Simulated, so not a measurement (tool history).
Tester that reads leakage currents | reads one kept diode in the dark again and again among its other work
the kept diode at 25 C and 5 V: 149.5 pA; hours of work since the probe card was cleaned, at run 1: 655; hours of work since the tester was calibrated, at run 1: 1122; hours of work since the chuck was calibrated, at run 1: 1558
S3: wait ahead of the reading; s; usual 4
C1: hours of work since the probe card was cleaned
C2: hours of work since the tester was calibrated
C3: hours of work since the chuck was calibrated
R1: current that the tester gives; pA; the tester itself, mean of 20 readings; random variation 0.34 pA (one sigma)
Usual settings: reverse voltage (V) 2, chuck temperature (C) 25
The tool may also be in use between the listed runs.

{"run": 1, "day": 0.0, "reverse voltage (V)": 2, "chuck temperature (C)": 25, "S3": 4, "C1": 655, "C2": 1122, "C3": 1558, "R1": 104.48}
{"run": 2, "day": 5.55, "reverse voltage (V)": 2, "chuck temperature (C)": 25, "S3": 4, "C1": 712, "C2": 1178, "C3": 1615, "R1": 104.54}
{"run": 3, "day": 10.988, "reverse voltage (V)": 2, "chuck temperature (C)": 38, "S3": 4, "C1": 768, "C2": 1234, "C3": 1670, "R1": 335.57}
{"run": 4, "day": 16.167, "reverse voltage (V)": 2, "chuck temperature (C)": 38, "S3": 4, "C1": 821, "C2": 1287, "C3": 1723, "R1": 334.61}
{"run": 5, "day": 20.108, "reverse voltage (V)": 2, "chuck temperature (C)": 38, "S3": 4, "C1": 861, "C2": 1327, "C3": 1764, "R1": 333.88}
{"run": 6, "day": 26.017, "reverse voltage (V)": 10.24, "chuck temperature (C)": 38, "S3": 4, "C1": 922, "C2": 1388, "C3": 1824, "R1": 556.8}
{"run": 7, "day": 30.212, "reverse voltage (V)": 10.24, "chuck temperature (C)": 38, "S3": 4, "C1": 965, "C2": 1431, "C3": 1867, "R1": 558.11}
{"run": 8, "day": 36.542, "reverse voltage (V)": 10.24, "chuck temperature (C)": 38, "S3": 4, "C1": 1030, "C2": 1496, "C3": 1932, "R1": 554.5}
{"run": 9, "day": 39.533, "reverse voltage (V)": 2, "chuck temperature (C)": 25, "S3": 3.74, "C1": 1060, "C2": 1526, "C3": 1963, "R1": 102.17}
{"run": 10, "day": 44.867, "reverse voltage (V)": 4.8, "chuck temperature (C)": 35, "S3": 4, "C1": 1115, "C2": 1581, "C3": 2017, "R1": 335.39}
{"run": 11, "day": 48.721, "reverse voltage (V)": 4.95, "chuck temperature (C)": 49, "S3": 4.89, "C1": 1155, "C2": 1621, "C3": 2057, "R1": 1096.16}
{"run": 12, "day": 52.046, "reverse voltage (V)": 3.82, "chuck temperature (C)": 44, "S3": 4.42, "C1": 1189, "C2": 1655, "C3": 2091, "R1": 664.77}
{"day": 56.575, "done": "chuck's temperature calibrated"}
{"run": 13, "day": 56.575, "reverse voltage (V)": 1.12, "chuck temperature (C)": 38, "S3": 4.42, "C1": 1234, "C2": 1700, "C3": 0, "R1": 308.26}
{"run": 14, "day": 60.254, "reverse voltage (V)": 1.12, "chuck temperature (C)": 38, "S3": 4.42, "C1": 1272, "C2": 1738, "C3": 38, "R1": 307.96}
{"run": 15, "day": 65.367, "reverse voltage (V)": 12.39, "chuck temperature (C)": 25, "S3": 4, "C1": 1324, "C2": 1790, "C3": 90, "R1": 216.34}
{"run": 16, "day": 69.888, "reverse voltage (V)": 12.39, "chuck temperature (C)": 50, "S3": 6.29, "C1": 1370, "C2": 1837, "C3": 136, "R1": 1740.86}
{"run": 17, "day": 74.817, "reverse voltage (V)": 3.38, "chuck temperature (C)": 35, "S3": 0.59, "C1": 1421, "C2": 1887, "C3": 187, "R1": 334.33}

3 ways to go on from here, each from the tool as it stands after run 17. What would each give?
{"run": "A", "day": 79.988, "reverse voltage (V)": 15.38, "chuck temperature (C)": 25, "S3": 4, "C1": 1474, "C2": 1940, "C3": 240, "R1": "?"}
{"run": "B", "day": 79.988, "reverse voltage (V)": 9.18, "chuck temperature (C)": 30, "S3": 1.14, "C1": 1474, "C2": 1940, "C3": 240, "R1": "?"}
{"run": "C", "day": 79.988, "reverse voltage (V)": 2, "chuck temperature (C)": 36, "S3": 3.95, "C1": 1474, "C2": 1940, "C3": 240, "R1": "?"}

run=A R1=235.68
run=B R1=299.05
run=C R1=307.34
Without the tool's hidden state the same runs would have given:
run=A R1=212.52
run=B R1=286.91
run=C R1=307.05

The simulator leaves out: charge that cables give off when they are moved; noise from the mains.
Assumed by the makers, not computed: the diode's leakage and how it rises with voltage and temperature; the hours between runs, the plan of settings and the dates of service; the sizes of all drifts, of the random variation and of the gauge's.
